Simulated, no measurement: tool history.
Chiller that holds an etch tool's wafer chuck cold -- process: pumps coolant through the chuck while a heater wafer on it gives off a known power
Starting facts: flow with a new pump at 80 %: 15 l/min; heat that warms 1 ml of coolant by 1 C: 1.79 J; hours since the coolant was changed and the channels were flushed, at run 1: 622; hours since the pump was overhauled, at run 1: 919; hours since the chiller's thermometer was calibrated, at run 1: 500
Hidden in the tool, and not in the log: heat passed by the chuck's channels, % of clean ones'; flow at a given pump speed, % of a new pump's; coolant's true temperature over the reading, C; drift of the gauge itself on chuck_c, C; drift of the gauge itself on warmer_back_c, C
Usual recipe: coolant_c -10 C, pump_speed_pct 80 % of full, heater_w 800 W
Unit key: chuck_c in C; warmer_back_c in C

run,day,coolant_c,pump_speed_pct,heater_w,hours since the coolant was changed and the channels were flushed,hours since the pump was overhauled,hours since the chiller's thermometer was calibrated,chuck_c,warmer_back_c
1,0,-10,80,800,622,919,500,-4.5,1.79
2,1.321,-10,80,800,653,951,532,-4.54,1.8
3,2.683,-10,80,800,686,983,565,-4.67,1.79
4,4.412,-10,80,800,728,1025,606,-4.49,1.81
5,6.95,-10,80,800,788,1086,667,-4.55,1.77
6,9.525,-10,80,800,850,1148,729,-4.58,1.81
7,11.212,-10,80,805,891,1188,769,-4.5,1.8
8,12.883,-10,80,800,931,1228,809,-4.56,1.83
9,15.433,-10,80,800,992,1289,871,-4.33,1.8
10,18.179,-10,80,800,1058,1355,936,-4.58,1.79
11,19.767,-10,80,800,1096,1393,975,-4.56,1.78
12,21.338,-20,86,617,1134,1431,1012,-15.92,1.32
13,22.875,0,65,617,1171,1468,1049,5.17,1.71
14,24.508,0,65,617,1210,1507,1088,5.11,1.72
15,25.975,-10,77,800,1245,1542,1124,-4.34,1.9
16,27.288,-4,62,840,1277,1574,1155,3.12,2.47
17,29.008,-4,62,840,1318,1615,1196,3.28,2.44
18,30.258,-4,62,840,1348,1645,1226,3.13,2.44
19,31.533,-4,62,840,1379,1676,1257,3.22,2.44
20,33.679,-11,74,558,1430,1727,1308,-6.84,1.35
21,35.6,-11,74,558,1476,1773,1355,-6.87,1.37
22,37.333,-4,86,991,1518,1815,1396,2.46,2.1

Had the tool no unlogged condition, and each run kept its random variation, what would the results have been?
run,chuck_c,warmer_back_c
1,-4.65,1.78
2,-4.69,1.78
3,-4.83,1.78
4,-4.65,1.79
5,-4.71,1.75
6,-4.76,1.79
7,-4.68,1.78
8,-4.74,1.81
9,-4.52,1.77
10,-4.78,1.77
11,-4.76,1.76
12,-16.09,1.3
13,4.96,1.69
14,4.91,1.69
15,-4.57,1.87
16,2.85,2.43
17,3.01,2.41
18,2.85,2.41
19,2.94,2.4
20,-7.04,1.33
21,-7.08,1.35
22,2.17,2.06
